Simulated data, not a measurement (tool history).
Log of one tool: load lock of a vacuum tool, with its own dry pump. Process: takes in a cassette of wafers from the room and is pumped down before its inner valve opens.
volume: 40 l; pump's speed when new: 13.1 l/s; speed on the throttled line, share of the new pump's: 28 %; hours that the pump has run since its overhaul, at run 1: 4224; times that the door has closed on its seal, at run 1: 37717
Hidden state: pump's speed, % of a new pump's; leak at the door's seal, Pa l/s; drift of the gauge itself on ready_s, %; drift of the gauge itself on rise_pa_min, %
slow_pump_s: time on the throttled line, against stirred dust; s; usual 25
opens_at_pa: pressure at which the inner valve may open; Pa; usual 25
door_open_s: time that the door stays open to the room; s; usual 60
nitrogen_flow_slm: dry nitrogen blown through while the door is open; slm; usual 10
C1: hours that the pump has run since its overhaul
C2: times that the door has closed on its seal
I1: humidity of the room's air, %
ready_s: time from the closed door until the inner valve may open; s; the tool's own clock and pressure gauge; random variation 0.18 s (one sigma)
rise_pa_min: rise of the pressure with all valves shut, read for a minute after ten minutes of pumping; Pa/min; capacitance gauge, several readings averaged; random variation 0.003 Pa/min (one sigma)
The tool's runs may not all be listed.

{"run": 1, "hour": 0.0, "slow_pump_s": 25, "opens_at_pa": 25, "door_open_s": 60, "nitrogen_flow_slm": 10, "C1": 4224, "C2": 37717, "I1": 43.5, "ready_s": 44.6, "rise_pa_min": 0.271}
{"run": 2, "hour": 472.1, "slow_pump_s": 25, "opens_at_pa": 25, "door_open_s": 60, "nitrogen_flow_slm": 19, "C1": 4696, "C2": 38699, "I1": 46.1, "ready_s": 44.5, "rise_pa_min": 0.278}
{"run": 3, "hour": 1078.5, "slow_pump_s": 28, "opens_at_pa": 25, "door_open_s": 60, "nitrogen_flow_slm": 10, "C1": 5303, "C2": 39961, "I1": 46.3, "ready_s": 46.8, "rise_pa_min": 0.296}
{"run": 4, "hour": 1577.1, "slow_pump_s": 28, "opens_at_pa": 25, "door_open_s": 60, "nitrogen_flow_slm": 10, "C1": 5802, "C2": 40998, "I1": 45.2, "ready_s": 47.0, "rise_pa_min": 0.31}
{"run": 5, "hour": 1960.8, "slow_pump_s": 28, "opens_at_pa": 25, "door_open_s": 60, "nitrogen_flow_slm": 10, "C1": 6185, "C2": 41796, "I1": 44.6, "ready_s": 47.1, "rise_pa_min": 0.313}
{"run": 6, "hour": 2372.2, "slow_pump_s": 28, "opens_at_pa": 25, "door_open_s": 60, "nitrogen_flow_slm": 10, "C1": 6597, "C2": 42651, "I1": 44.8, "ready_s": 46.9, "rise_pa_min": 0.32}
{"run": 7, "hour": 2798.2, "slow_pump_s": 25, "opens_at_pa": 25, "door_open_s": 60, "nitrogen_flow_slm": 10, "C1": 7023, "C2": 43537, "I1": 47.1, "ready_s": 45.4, "rise_pa_min": 0.346}
{"run": 8, "hour": 3404.5, "slow_pump_s": 25, "opens_at_pa": 25, "door_open_s": 60, "nitrogen_flow_slm": 18, "C1": 7629, "C2": 44798, "I1": 43.4, "ready_s": 45.5, "rise_pa_min": 0.337}
{"run": 9, "hour": 3744.8, "slow_pump_s": 25, "opens_at_pa": 25, "door_open_s": 60, "nitrogen_flow_slm": 18, "C1": 7969, "C2": 45506, "I1": 44.7, "ready_s": 45.6, "rise_pa_min": 0.352}
{"run": 10, "hour": 4183.4, "slow_pump_s": 25, "opens_at_pa": 25, "door_open_s": 60, "nitrogen_flow_slm": 10, "C1": 8408, "C2": 46418, "I1": 44.0, "ready_s": 45.4, "rise_pa_min": 0.367}
{"run": 11, "hour": 4759.2, "slow_pump_s": 25, "opens_at_pa": 25, "door_open_s": 60, "nitrogen_flow_slm": 10, "C1": 8984, "C2": 47616, "I1": 42.9, "ready_s": 46.2, "rise_pa_min": 0.386}
{"run": 12, "hour": 5248.5, "slow_pump_s": 25, "opens_at_pa": 25, "door_open_s": 60, "nitrogen_flow_slm": 10, "C1": 9473, "C2": 48634, "I1": 42.8, "ready_s": 46.3, "rise_pa_min": 0.403}
{"run": 13, "hour": 5512.1, "slow_pump_s": 25, "opens_at_pa": 25, "door_open_s": 60, "nitrogen_flow_slm": 10, "C1": 9736, "C2": 49182, "I1": 45.7, "ready_s": 46.2, "rise_pa_min": 0.407}
{"run": 14, "hour": 5774.4, "slow_pump_s": 32, "opens_at_pa": 25, "door_open_s": 60, "nitrogen_flow_slm": 10, "C1": 9999, "C2": 49727, "I1": 41.9, "ready_s": 50.7, "rise_pa_min": 0.409}
{"run": 15, "hour": 6336.5, "slow_pump_s": 32, "opens_at_pa": 25, "door_open_s": 60, "nitrogen_flow_slm": 10, "C1": 10561, "C2": 50897, "I1": 44.7, "ready_s": 50.9, "rise_pa_min": 0.415}
{"run": 16, "hour": 6663.4, "slow_pump_s": 32, "opens_at_pa": 25, "door_open_s": 60, "nitrogen_flow_slm": 10, "C1": 10888, "C2": 51577, "I1": 44.7, "ready_s": 51.5, "rise_pa_min": 0.437}
{"run": 17, "hour": 7198.4, "slow_pump_s": 25, "opens_at_pa": 25, "door_open_s": 60, "nitrogen_flow_slm": 10, "C1": 11423, "C2": 52689, "I1": 43.9, "ready_s": 46.6, "rise_pa_min": 0.45}
{"hour": 7386.3, "done": "dry pump taken out, an overhauled one fitted"}
{"hour": 7651.1, "done": "door's seal changed, seat wiped"}
{"run": 18, "hour": 7751.7, "slow_pump_s": 25, "opens_at_pa": 25, "door_open_s": 60, "nitrogen_flow_slm": 10, "C1": 364, "C2": 209, "I1": 44.9, "ready_s": 43.4, "rise_pa_min": 0.039}
{"run": 19, "hour": 8012.2, "slow_pump_s": 25, "opens_at_pa": 25, "door_open_s": 60, "nitrogen_flow_slm": 10, "C1": 624, "C2": 751, "I1": 46.7, "ready_s": 43.4, "rise_pa_min": 0.041}
{"run": 20, "hour": 8453.3, "slow_pump_s": 25, "opens_at_pa": 25, "door_open_s": 38, "nitrogen_flow_slm": 10, "C1": 1065, "C2": 1669, "I1": 46.9, "ready_s": 43.9, "rise_pa_min": 0.035}
{"run": 21, "hour": 8882.3, "slow_pump_s": 25, "opens_at_pa": 25, "door_open_s": 38, "nitrogen_flow_slm": 10, "C1": 1494, "C2": 2561, "I1": 42.1, "ready_s": 44.1, "rise_pa_min": 0.03}
{"run": 22, "hour": 9460.4, "slow_pump_s": 25, "opens_at_pa": 25, "door_open_s": 38, "nitrogen_flow_slm": 10, "C1": 2073, "C2": 3763, "I1": 46.0, "ready_s": 43.9, "rise_pa_min": 0.038}
{"run": 23, "hour": 9773.4, "slow_pump_s": 25, "opens_at_pa": 25, "door_open_s": 116, "nitrogen_flow_slm": 4, "C1": 2386, "C2": 4414, "I1": 46.1, "ready_s": 44.2, "rise_pa_min": 0.074}
{"run": 24, "hour": 10140.7, "slow_pump_s": 25, "opens_at_pa": 25, "door_open_s": 116, "nitrogen_flow_slm": 4, "C1": 2753, "C2": 5178, "I1": 46.6, "ready_s": 44.2, "rise_pa_min": 0.081}
{"run": 25, "hour": 10716.7, "slow_pump_s": 38, "opens_at_pa": 39, "door_open_s": 53, "nitrogen_flow_slm": 14, "C1": 3329, "C2": 6376, "I1": 44.8, "ready_s": 52.2, "rise_pa_min": 0.053}
{"run": 26, "hour": 10977.5, "slow_pump_s": 38, "opens_at_pa": 39, "door_open_s": 53, "nitrogen_flow_slm": 14, "C1": 3590, "C2": 6919, "I1": 42.1, "ready_s": 51.7, "rise_pa_min": 0.054}
{"run": 27, "hour": 11271.4, "slow_pump_s": 38, "opens_at_pa": 39, "door_open_s": 53, "nitrogen_flow_slm": 14, "C1": 3884, "C2": 7530, "I1": 46.7, "ready_s": 52.5, "rise_pa_min": 0.056}
{"run": 28, "hour": 11591.0, "slow_pump_s": 38, "opens_at_pa": 39, "door_open_s": 53, "nitrogen_flow_slm": 14, "C1": 4203, "C2": 8194, "I1": 44.3, "ready_s": 52.5, "rise_pa_min": 0.056}
{"run": 29, "hour": 11990.6, "slow_pump_s": 25, "opens_at_pa": 25, "door_open_s": 53, "nitrogen_flow_slm": 40, "C1": 4603, "C2": 9026, "I1": 47.3, "ready_s": 44.1, "rise_pa_min": 0.056}
{"run": 30, "hour": 12328.1, "slow_pump_s": 25, "opens_at_pa": 25, "door_open_s": 53, "nitrogen_flow_slm": 40, "C1": 4940, "C2": 9728, "I1": 46.5, "ready_s": 44.6, "rise_pa_min": 0.05}
{"run": 31, "hour": 12611.1, "slow_pump_s": 25, "opens_at_pa": 25, "door_open_s": 60, "nitrogen_flow_slm": 5, "C1": 5223, "C2": 10316, "I1": 45.2, "ready_s": 44.6, "rise_pa_min": 0.083}
{"run": 32, "hour": 13119.1, "slow_pump_s": 25, "opens_at_pa": 44, "door_open_s": 36, "nitrogen_flow_slm": 31, "C1": 5731, "C2": 11373, "I1": 44.1, "ready_s": 43.1, "rise_pa_min": 0.057}
{"run": 33, "hour": 13381.2, "slow_pump_s": 25, "opens_at_pa": 23, "door_open_s": 108, "nitrogen_flow_slm": 10, "C1": 5993, "C2": 11918, "I1": 42.9, "ready_s": 45.4, "rise_pa_min": 0.091}
{"run": 34, "hour": 13920.9, "slow_pump_s": 15, "opens_at_pa": 25, "door_open_s": 60, "nitrogen_flow_slm": 10, "C1": 6533, "C2": 13040, "I1": 43.6, "ready_s": 38.1, "rise_pa_min": 0.085}
{"run": 35, "hour": 14290.0, "slow_pump_s": 15, "opens_at_pa": 25, "door_open_s": 60, "nitrogen_flow_slm": 10, "C1": 6902, "C2": 13808, "I1": 46.8, "ready_s": 38.4, "rise_pa_min": 0.092}
{"run": 36, "hour": 14830.7, "slow_pump_s": 15, "opens_at_pa": 25, "door_open_s": 60, "nitrogen_flow_slm": 10, "C1": 7443, "C2": 14933, "I1": 44.8, "ready_s": 38.5, "rise_pa_min": 0.096}
{"run": 37, "hour": 15166.4, "slow_pump_s": 15, "opens_at_pa": 25, "door_open_s": 154, "nitrogen_flow_slm": 6, "C1": 7779, "C2": 15631, "I1": 46.2, "ready_s": 38.7, "rise_pa_min": 0.133}

Forecast each of these 4 alternatives for the next run:
{"run": "A", "hour": 15511.2, "slow_pump_s": 13, "opens_at_pa": 25, "door_open_s": 60, "nitrogen_flow_slm": 10, "C1": 8123, "C2": 16348, "I1": 46.4, "ready_s": "?", "rise_pa_min": "?"}
{"run": "B", "hour": 15511.2, "slow_pump_s": 25, "opens_at_pa": 25, "door_open_s": 60, "nitrogen_flow_slm": 6, "C1": 8123, "C2": 16348, "I1": 45.9, "ready_s": "?", "rise_pa_min": "?"}
{"run": "C", "hour": 15511.2, "slow_pump_s": 26, "opens_at_pa": 49, "door_open_s": 60, "nitrogen_flow_slm": 8, "C1": 8123, "C2": 16348, "I1": 47.9, "ready_s": "?", "rise_pa_min": "?"}
{"run": "D", "hour": 15511.2, "slow_pump_s": 15, "opens_at_pa": 37, "door_open_s": 116, "nitrogen_flow_slm": 12, "C1": 8123, "C2": 16348, "I1": 46.5, "ready_s": "?", "rise_pa_min": "?"}

run=A ready_s=37.7 rise_pa_min=0.110
run=B ready_s=45.9 rise_pa_min=0.109
run=C ready_s=43.7 rise_pa_min=0.115
run=D ready_s=37.3 rise_pa_min=0.117
Without the tool's hidden state the same runs would have given:
run=A ready_s=35.1 rise_pa_min=0.043
run=B ready_s=43.7 rise_pa_min=0.042
run=C ready_s=41.9 rise_pa_min=0.047
run=D ready_s=35.0 rise_pa_min=0.049
